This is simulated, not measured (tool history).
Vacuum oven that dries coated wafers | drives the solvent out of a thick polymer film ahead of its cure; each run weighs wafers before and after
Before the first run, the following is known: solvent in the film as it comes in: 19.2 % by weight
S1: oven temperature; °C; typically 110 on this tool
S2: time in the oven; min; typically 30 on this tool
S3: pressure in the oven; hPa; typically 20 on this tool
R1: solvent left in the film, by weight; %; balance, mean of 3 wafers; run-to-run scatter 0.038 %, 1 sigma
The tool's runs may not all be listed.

run 1 hour=0 | S1=110 S2=30 S3=20 | R1=3
run 2 hour=10.5 | S1=110 S2=30 S3=20 | R1=3.04
run 3 hour=23.2 | S1=110 S2=30 S3=11.6 | R1=2.65
run 4 hour=35 | S1=98 S2=30 S3=20 | R1=7.42
run 5 hour=53.8 | S1=118 S2=30 S3=20 | R1=1.49
run 6 hour=67.9 | S1=118 S2=30 S3=20 | R1=1.4
run 7 hour=81.9 | S1=110 S2=30 S3=20 | R1=3.13
run 8 hour=96.5 | S1=110 S2=23 S3=20 | R1=4.27
run 9 hour=115 | S1=110 S2=23 S3=20 | R1=4.22
run 10 hour=128.2 | S1=110 S2=30 S3=20 | R1=3.13
run 11 hour=152.3 | S1=101 S2=17 S3=27.1 | R1=9.56
-- hour=155.5 oven's thermocouples calibrated
run 12 hour=169.3 | S1=96 S2=44 S3=27.1 | R1=6.9
run 13 hour=179.5 | S1=96 S2=44 S3=27.1 | R1=6.79
run 14 hour=191.5 | S1=111 S2=24 S3=17.7 | R1=3.76
run 15 hour=205.2 | S1=110 S2=20 S3=20 | R1=5.03
run 16 hour=216.9 | S1=113 S2=23 S3=18.7 | R1=3.34
run 17 hour=237 | S1=102 S2=45 S3=20 | R1=4.07
run 18 hour=258.8 | S1=105 S2=28 S3=23.6 | R1=5.36
run 19 hour=268.6 | S1=105 S2=28 S3=23.6 | R1=5.27

Run 20 comes next. What will it give?
run 20 hour=281.1 | S1=104 S2=33 S3=20 | R1=?

{"run 20": {"R1": 4.7}}
Without the tool's hidden state the same run would have given R1 4.46 %.

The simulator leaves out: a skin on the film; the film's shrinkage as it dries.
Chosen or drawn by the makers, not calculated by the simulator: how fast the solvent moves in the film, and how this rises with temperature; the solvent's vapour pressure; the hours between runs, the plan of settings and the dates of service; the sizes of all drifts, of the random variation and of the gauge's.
